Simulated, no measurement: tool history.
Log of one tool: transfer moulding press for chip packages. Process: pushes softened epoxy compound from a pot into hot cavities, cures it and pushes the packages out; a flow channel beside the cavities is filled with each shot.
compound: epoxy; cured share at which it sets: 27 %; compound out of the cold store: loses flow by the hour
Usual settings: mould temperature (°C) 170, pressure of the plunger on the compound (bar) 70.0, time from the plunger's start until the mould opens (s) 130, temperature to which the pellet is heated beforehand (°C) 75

| run | hour | mould temperature (°C) | pressure of the plunger on the compound (bar) | time from the plunger's start until the mould opens (s) | temperature to which the pellet is heated beforehand (°C) | incoming compound's hours out of the cold store | length that the compound runs in the flow channel (mm) | greatest force on the pins that push the packages out (N) |
|---|---|---|---|---|---|---|---|---|
| 1 | 0.0 | 170 | 70.0 | 130 | 75 | 18.1 | 564 | 422 |
| 2 | 26.7 | 170 | 70.0 | 130 | 75 | 40.9 | 492 | 492 |
|  | 57.9 | cavities cleaned with cleaning compound and waxed |
| 3 | 83.4 | 170 | 70.0 | 142 | 75 | 42.0 | 477 | 352 |
| 4 | 118.3 | 170 | 66.9 | 130 | 75 | 10.4 | 571 | 464 |
| 5 | 151.1 | 170 | 66.9 | 130 | 75 | 27.4 | 509 | 531 |
|  | 176.1 | cavities cleaned with cleaning compound and waxed |
|  | 183.6 | plunger's sealing rings changed |
| 6 | 213.1 | 170 | 70.0 | 130 | 75 | 41.1 | 548 | 383 |
| 7 | 239.9 | 170 | 70.0 | 130 | 75 | 28.9 | 593 | 471 |
|  | 292.1 | cavities cleaned with cleaning compound and waxed |
| 8 | 293.7 | 165 | 70.0 | 130 | 75 | 31.2 | 590 | 320 |
| 9 | 354.1 | 165 | 70.0 | 130 | 75 | 30.1 | 592 | 541 |
|  | 408.1 | cavities cleaned with cleaning compound and waxed |
| 10 | 412.8 | 170 | 61.6 | 130 | 75 | 29.7 | 538 | 292 |
| 11 | 440.5 | 170 | 61.6 | 130 | 74 | 37.2 | 507 | 399 |
| 12 | 478.1 | 170 | 61.6 | 130 | 74 | 10.4 | 595 | 482 |
| 13 | 507.4 | 174 | 70.0 | 130 | 75 | 27.5 | 549 | 511 |
|  | 522.2 | cavities cleaned with cleaning compound and waxed |
| 14 | 556.6 | 174 | 70.0 | 130 | 75 | 35.0 | 531 | 389 |
| 15 | 604.0 | 170 | 55.7 | 151 | 75 | 34.1 | 474 | 474 |
|  | 639.1 | cavities cleaned with cleaning compound and waxed |
| 16 | 653.5 | 170 | 82.3 | 125 | 75 | 13.9 | 649 | 338 |
|  | 666.7 | mould's thermocouples calibrated |
| 17 | 716.0 | 170 | 82.3 | 125 | 75 | 27.1 | 584 | 500 |
|  | 757.2 | cavities cleaned with cleaning compound and waxed |
| 18 | 759.4 | 170 | 70.0 | 151 | 75 | 25.6 | 554 | 276 |
| 19 | 795.7 | 170 | 70.0 | 151 | 75 | 37.7 | 511 | 399 |
| 20 | 831.5 | 170 | 70.0 | 151 | 75 | 44.3 | 472 | 494 |
|  | 873.0 | cavities cleaned with cleaning compound and waxed |
| 21 | 895.1 | 170 | 81.9 | 151 | 75 | 42.0 | 533 | 352 |
| 22 | 927.1 | 166 | 70.0 | 143 | 75 | 30.9 | 520 | 474 |
|  | 935.3 | plunger's sealing rings changed |
| 23 | 985.3 | 175 | 62.5 | 130 | 75 | 44.9 | 492 | 498 |
|  | 990.0 | cavities cleaned with cleaning compound and waxed |
| 24 | 1030.3 | 168 | 69.7 | 136 | 70 | 33.8 | 573 | 442 |

The next listed run, before its measurement:
| 25 | 1088.4 | 164 | 70.0 | 156 | 77 | 23.3 | ? | ? |

Run 25 gave length that the compound runs in the flow channel (mm) 616, greatest force on the pins that push the packages out (N) 565.
Without the tool's hidden state the same run would have given length that the compound runs in the flow channel (mm) 636, greatest force on the pins that push the packages out (N) 291.
